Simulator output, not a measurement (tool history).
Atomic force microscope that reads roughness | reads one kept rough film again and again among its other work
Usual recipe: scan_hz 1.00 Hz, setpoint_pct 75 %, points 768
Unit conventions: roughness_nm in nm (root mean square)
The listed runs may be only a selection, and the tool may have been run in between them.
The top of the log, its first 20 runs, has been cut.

Run 21, hour 587.1: usual settings but scan_hz 0.97 Hz, setpoint_pct 68 %. Result: roughness_nm 3.246 nm (root mean square).
Run 22, hour 619.9: usual settings but scan_hz 1.64 Hz, setpoint_pct 79 %, points 308. Result: roughness_nm 2.461 nm (root mean square).
At hour 636.7: new tip fitted.
Run 23, hour 642.6: usual settings but scan_hz 3.21 Hz, setpoint_pct 66 %, points 878. Result: roughness_nm 3.749 nm (root mean square).
Run 24, hour 676.0: usual settings but scan_hz 3.21 Hz, setpoint_pct 66 %, points 878. Result: roughness_nm 3.210 nm (root mean square).
Run 25, hour 702.9: usual settings but scan_hz 1.14 Hz, setpoint_pct 56 %, points 878. Result: roughness_nm 3.167 nm (root mean square).
At hour 738.2: new tip fitted.
Run 26, hour 741.3: usual settings but scan_hz 3.51 Hz, setpoint_pct 61 %, points 379. Result: roughness_nm 3.862 nm (root mean square).
Run 27, hour 763.5: usual settings but scan_hz 3.51 Hz, setpoint_pct 61 %, points 379. Result: roughness_nm 3.402 nm (root mean square).
Run 28, hour 790.8: usual settings but setpoint_pct 79 %. Result: roughness_nm 3.046 nm (root mean square).
Run 29, hour 825.3: usual settings but scan_hz 3.03 Hz, setpoint_pct 62 %. Result: roughness_nm 2.555 nm (root mean square).
At hour 837.9: new tip fitted.
Run 30, hour 850.2: usual settings but scan_hz 2.71 Hz, setpoint_pct 86 %, points 794. Result: roughness_nm 2.987 nm (root mean square).
Run 31, hour 873.3: usual settings but points 695. Result: roughness_nm 3.408 nm (root mean square).
Run 32, hour 897.9: usual settings but setpoint_pct 89 %, points 904. Result: roughness_nm 2.786 nm (root mean square).
Run 33, hour 929.6: usual settings but scan_hz 0.61 Hz, setpoint_pct 64 %. Result: roughness_nm 2.709 nm (root mean square).
At hour 936.6: new tip fitted.
Run 34, hour 963.1: usual settings but scan_hz 0.61 Hz, points 270. Result: roughness_nm 3.630 nm (root mean square).
Run 35, hour 985.2: usual settings but setpoint_pct 56 %, points 730. Result: roughness_nm 3.352 nm (root mean square).
Run 36, hour 1022.6: usual settings but scan_hz 2.86 Hz, setpoint_pct 56 %, points 754. Result: roughness_nm 2.676 nm (root mean square).
At hour 1036.2: new tip fitted.
Run 37, hour 1042.0: usual settings but scan_hz 2.86 Hz, setpoint_pct 56 %, points 754. Result: roughness_nm 4.064 nm (root mean square).
Run 38, hour 1080.3: usual settings but scan_hz 1.39 Hz, setpoint_pct 58 %, points 521. Result: roughness_nm 3.379 nm (root mean square).
Run 39, hour 1117.3: usual settings but scan_hz 1.39 Hz, setpoint_pct 58 %, points 521. Result: roughness_nm 2.834 nm (root mean square).
At hour 1134.8: new tip fitted.
Run 40, hour 1138.8: usual settings but scan_hz 1.39 Hz, setpoint_pct 58 %, points 521. Result: roughness_nm 4.187 nm (root mean square).

Here are 3 independent what-if runs from the current tool condition. What would each one return?
Run A, hour 1160.3: usual settings but setpoint_pct 82 %. Result: roughness_nm ?.
Run B, hour 1160.3: usual settings but scan_hz 1.94 Hz, points 619. Result: roughness_nm ?.
Run C, hour 1160.3: usual settings but scan_hz 1.39 Hz, setpoint_pct 58 %, points 334. Result: roughness_nm ?.

run  roughness_nm
  A         3.409
  B         3.274
  C         3.669
Without the tool's hidden state the same runs would have given:
run  roughness_nm
  A         4.038
  B         3.877
  C         4.345
